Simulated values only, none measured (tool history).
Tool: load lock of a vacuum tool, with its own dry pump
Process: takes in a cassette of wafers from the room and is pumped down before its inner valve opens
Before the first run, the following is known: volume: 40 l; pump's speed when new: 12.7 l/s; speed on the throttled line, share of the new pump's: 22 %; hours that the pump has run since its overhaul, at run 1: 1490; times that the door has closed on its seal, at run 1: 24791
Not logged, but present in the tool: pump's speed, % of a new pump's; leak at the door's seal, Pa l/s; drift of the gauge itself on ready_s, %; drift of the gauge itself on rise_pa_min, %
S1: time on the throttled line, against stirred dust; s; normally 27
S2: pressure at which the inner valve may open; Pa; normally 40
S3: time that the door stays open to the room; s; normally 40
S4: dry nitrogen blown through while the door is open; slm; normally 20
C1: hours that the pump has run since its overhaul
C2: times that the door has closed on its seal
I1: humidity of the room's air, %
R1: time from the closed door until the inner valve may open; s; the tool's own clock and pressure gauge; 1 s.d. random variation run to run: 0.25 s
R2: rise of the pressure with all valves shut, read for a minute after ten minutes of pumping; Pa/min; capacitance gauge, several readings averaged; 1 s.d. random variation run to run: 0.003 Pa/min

run 1 hour=0.0 | S1=27 S2=40 S3=40 S4=20 | C1=1490 C2=24791 | I1=42.3 | R1=45.9 R2=0.096
run 2 hour=114.2 | S1=27 S2=40 S3=40 S4=20 | C1=1604 C2=25134 | I1=46.6 | R1=46.2 R2=0.097
run 3 hour=213.1 | S1=27 S2=40 S3=220 S4=20 | C1=1703 C2=25431 | I1=47.0 | R1=46.0 R2=0.181
run 4 hour=315.1 | S1=27 S2=40 S3=220 S4=20 | C1=1805 C2=25737 | I1=44.4 | R1=46.1 R2=0.173
run 5 hour=443.1 | S1=27 S2=40 S3=220 S4=20 | C1=1933 C2=26121 | I1=47.1 | R1=45.7 R2=0.180
run 6 hour=559.2 | S1=27 S2=40 S3=54 S4=20 | C1=2049 C2=26469 | I1=44.9 | R1=46.1 R2=0.112
run 7 hour=685.8 | S1=27 S2=40 S3=54 S4=20 | C1=2176 C2=26850 | I1=46.2 | R1=46.2 R2=0.115
run 8 hour=784.1 | S1=17 S2=40 S3=40 S4=20 | C1=2274 C2=27145 | I1=43.0 | R1=38.0 R2=0.107
run 9 hour=853.3 | S1=27 S2=32 S3=40 S4=20 | C1=2343 C2=27352 | I1=46.7 | R1=46.7 R2=0.107
run 10 hour=933.8 | S1=27 S2=32 S3=40 S4=20 | C1=2424 C2=27594 | I1=47.5 | R1=46.8 R2=0.115
run 11 hour=1052.7 | S1=27 S2=32 S3=40 S4=20 | C1=2543 C2=27951 | I1=45.4 | R1=46.6 R2=0.107
run 12 hour=1163.2 | S1=27 S2=32 S3=40 S4=20 | C1=2653 C2=28283 | I1=43.5 | R1=46.5 R2=0.111
run 13 hour=1224.9 | S1=27 S2=36 S3=40 S4=20 | C1=2715 C2=28468 | I1=42.7 | R1=46.1 R2=0.114
run 14 hour=1317.4 | S1=27 S2=36 S3=40 S4=20 | C1=2807 C2=28746 | I1=48.1 | R1=46.2 R2=0.122
run 15 hour=1405.9 | S1=15 S2=36 S3=40 S4=20 | C1=2896 C2=29011 | I1=45.7 | R1=37.0 R2=0.115
run 16 hour=1468.8 | S1=28 S2=36 S3=40 S4=20 | C1=2959 C2=29200 | I1=46.8 | R1=47.5 R2=0.119
run 17 hour=1536.2 | S1=38 S2=40 S3=40 S4=13 | C1=3026 C2=29402 | I1=44.1 | R1=54.7 R2=0.116
run 18 hour=1648.6 | S1=38 S2=40 S3=54 S4=44 | C1=3139 C2=29740 | I1=41.5 | R1=55.1 R2=0.106
run 19 hour=1717.9 | S1=38 S2=40 S3=54 S4=44 | C1=3208 C2=29948 | I1=48.8 | R1=54.6 R2=0.111
run 20 hour=1826.5 | S1=48 S2=40 S3=77 S4=44 | C1=3316 C2=30274 | I1=46.0 | R1=62.6 R2=0.126
run 21 hour=1948.2 | S1=29 S2=69 S3=76 S4=20 | C1=3438 C2=30639 | I1=48.1 | R1=45.9 R2=0.140
run 22 hour=2067.1 | S1=29 S2=69 S3=76 S4=20 | C1=3557 C2=30996 | I1=46.0 | R1=45.9 R2=0.143
run 23 hour=2164.0 | S1=29 S2=35 S3=96 S4=26 | C1=3654 C2=31287 | I1=50.1 | R1=48.3 R2=0.153
run 24 hour=2278.1 | S1=29 S2=35 S3=96 S4=26 | C1=3768 C2=31630 | I1=43.4 | R1=48.1 R2=0.144
run 25 hour=2364.9 | S1=29 S2=35 S3=96 S4=26 | C1=3855 C2=31890 | I1=46.3 | R1=48.3 R2=0.147
run 26 hour=2451.9 | S1=29 S2=35 S3=96 S4=26 | C1=3942 C2=32151 | I1=41.8 | R1=48.6 R2=0.141
run 27 hour=2542.6 | S1=36 S2=43 S3=96 S4=10 | C1=4033 C2=32424 | I1=47.4 | R1=53.2 R2=0.180
run 28 hour=2649.0 | S1=27 S2=40 S3=40 S4=18 | C1=4139 C2=32743 | I1=44.6 | R1=46.6 R2=0.138
run 29 hour=2751.0 | S1=27 S2=40 S3=44 S4=44 | C1=4241 C2=33049 | I1=41.6 | R1=46.1 R2=0.119
run 30 hour=2822.3 | S1=27 S2=40 S3=44 S4=44 | C1=4312 C2=33263 | I1=42.1 | R1=46.1 R2=0.130
run 31 hour=2945.6 | S1=46 S2=52 S3=37 S4=44 | C1=4436 C2=33634 | I1=44.6 | R1=60.0 R2=0.132

What if the next run were any one of these 5? Each begins from the tool's condition after run 31:
run A hour=3071.0 | S1=27 S2=40 S3=26 S4=4 | C1=4561 C2=34010 | I1=46.5 | R1=? R2=?
run B hour=3071.0 | S1=23 S2=52 S3=37 S4=26 | C1=4561 C2=34010 | I1=46.4 | R1=? R2=?
run C hour=3071.0 | S1=27 S2=60 S3=40 S4=20 | C1=4561 C2=34010 | I1=47.2 | R1=? R2=?
run D hour=3071.0 | S1=46 S2=52 S3=142 S4=44 | C1=4561 C2=34010 | I1=48.6 | R1=? R2=?
run E hour=3071.0 | S1=37 S2=52 S3=32 S4=44 | C1=4561 C2=34010 | I1=40.8 | R1=? R2=?

run=A R1=46.3 R2=0.143
run=B R1=41.9 R2=0.132
run=C R1=45.0 R2=0.145
run=D R1=60.1 R2=0.163
run=E R1=53.1 R2=0.127
Had the tool no hidden state, the same runs would have come out as:
run=A R1=45.7 R2=0.037
run=B R1=41.4 R2=0.028
run=C R1=44.5 R2=0.037
run=D R1=59.7 R2=0.056
run=E R1=52.6 R2=0.021

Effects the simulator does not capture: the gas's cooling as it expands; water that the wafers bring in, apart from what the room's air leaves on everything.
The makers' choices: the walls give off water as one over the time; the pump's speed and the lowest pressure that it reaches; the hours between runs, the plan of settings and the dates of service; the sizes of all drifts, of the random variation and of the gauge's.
